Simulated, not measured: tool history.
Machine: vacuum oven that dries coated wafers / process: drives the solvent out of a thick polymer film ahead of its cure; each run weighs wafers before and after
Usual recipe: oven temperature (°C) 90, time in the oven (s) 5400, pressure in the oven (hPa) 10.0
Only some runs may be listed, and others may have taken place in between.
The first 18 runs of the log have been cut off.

run,hour,oven temperature (°C),time in the oven (s),pressure in the oven (hPa),solvent left in the film (%)
19,1789.1,90,7920,10.0,2.90
20,1901.9,90,5400,10.0,3.82
21,1952.6,90,5400,5.9,3.22
22,2072.9,90,5400,5.9,3.25
23,2177.0,90,5400,5.9,3.19
24,2295.8,90,5400,5.9,3.10
25,2396.4,80,3480,10.0,9.88
26,2486.8,102,5400,24.8,3.29
27,2590.3,94,6060,20.0,4.03
28,2678.6,81,4200,9.7,8.43
29,2755.7,96,3000,6.2,3.75
30,2820.3,96,3000,6.2,3.74
31,2908.2,96,3000,6.2,3.70
32,2984.8,96,3000,6.2,3.72
33,3054.5,96,3000,6.2,3.59

Predict the results of run 34:
34,3155.1,83,5940,7.7,?

{"run 34": {"solvent left in the film (%)": 5.25}}
Minus the tool's unlogged condition, the same run would have read solvent left in the film (%) 5.18.

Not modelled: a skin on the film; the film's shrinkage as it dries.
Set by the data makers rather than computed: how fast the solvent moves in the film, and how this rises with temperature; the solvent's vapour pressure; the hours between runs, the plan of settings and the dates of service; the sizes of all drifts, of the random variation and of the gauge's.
